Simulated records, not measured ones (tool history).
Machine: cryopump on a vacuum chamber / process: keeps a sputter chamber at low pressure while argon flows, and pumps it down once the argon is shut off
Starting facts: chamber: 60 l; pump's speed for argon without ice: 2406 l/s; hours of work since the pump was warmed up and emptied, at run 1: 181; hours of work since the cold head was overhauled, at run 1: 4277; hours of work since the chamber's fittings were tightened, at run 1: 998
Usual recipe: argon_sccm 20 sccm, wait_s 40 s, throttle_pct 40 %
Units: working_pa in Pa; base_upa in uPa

run,hour,argon_sccm,wait_s,throttle_pct,hours of work since the pump was warmed up and emptied,hours of work since the cold head was overhauled,hours of work since the chamber's fittings were tightened,working_pa,base_upa
1,0.0,20,40,40,181,4277,998,0.0359,1.52
2,91.9,20,40,40,263,4359,1080,0.0364,1.68
3,157.4,20,40,40,321,4417,1138,0.0364,1.63
4,208.4,20,40,40,367,4462,1183,0.0368,1.66
# hour 296.6: leaking fittings of the chamber tightened, without venting
5,296.6,20,40,40,443,4539,0,0.0369,0.96
6,409.6,20,40,40,543,4639,100,0.0370,1.03
7,491.9,20,40,40,617,4712,173,0.0375,1.05
8,577.8,20,40,40,693,4789,250,0.0377,1.13
9,669.8,20,40,40,775,4871,331,0.0380,1.16
10,778.6,20,40,40,871,4967,428,0.0383,1.21
11,833.9,20,40,40,920,5016,477,0.0384,1.29
12,894.5,20,40,15,974,5070,531,0.0966,1.37
# hour 909.3: pump warmed up, emptied and cooled again
13,996.6,12,185,40,78,5156,617,0.0219,0.70
14,1098.3,13,169,40,168,5247,708,0.0235,0.74
15,1179.5,37,193,27,240,5319,780,0.0982,0.80
16,1243.0,12,106,56,296,5375,836,0.0152,0.96
17,1362.9,12,106,56,403,5482,943,0.0161,1.02

What differs in the tool's unlogged condition from the final listed run ahead of each entry between runs to the first listed run following it?
Logged between run 4 and run 5: leaking fittings of the chamber tightened, without venting (hour 296.6)
  pump's speed, % of a pump's without ice: 93.8 -> 92.7; cold plate's temperature, K: 13.94 -> 13.96; leak into the chamber, uPa l/s: 1974 -> 338
  the result without the hidden state subtracted from the measured one, working_pa: +0.0015 -> +0.0017 Pa; base_upa: +0.77 -> +0.04 uPa
Logged between run 12 and run 13: pump warmed up, emptied and cooled again (hour 909.3)
  pump's speed, % of a pump's without ice: 84.5 -> 98.6; cold plate's temperature, K: 14.14 -> 14.17; leak into the chamber, uPa l/s: 1037 -> 1158
  the result without the hidden state subtracted from the measured one, working_pa: +0.0033 -> +0.0005 Pa; base_upa: +0.42 -> +0.39 uPa

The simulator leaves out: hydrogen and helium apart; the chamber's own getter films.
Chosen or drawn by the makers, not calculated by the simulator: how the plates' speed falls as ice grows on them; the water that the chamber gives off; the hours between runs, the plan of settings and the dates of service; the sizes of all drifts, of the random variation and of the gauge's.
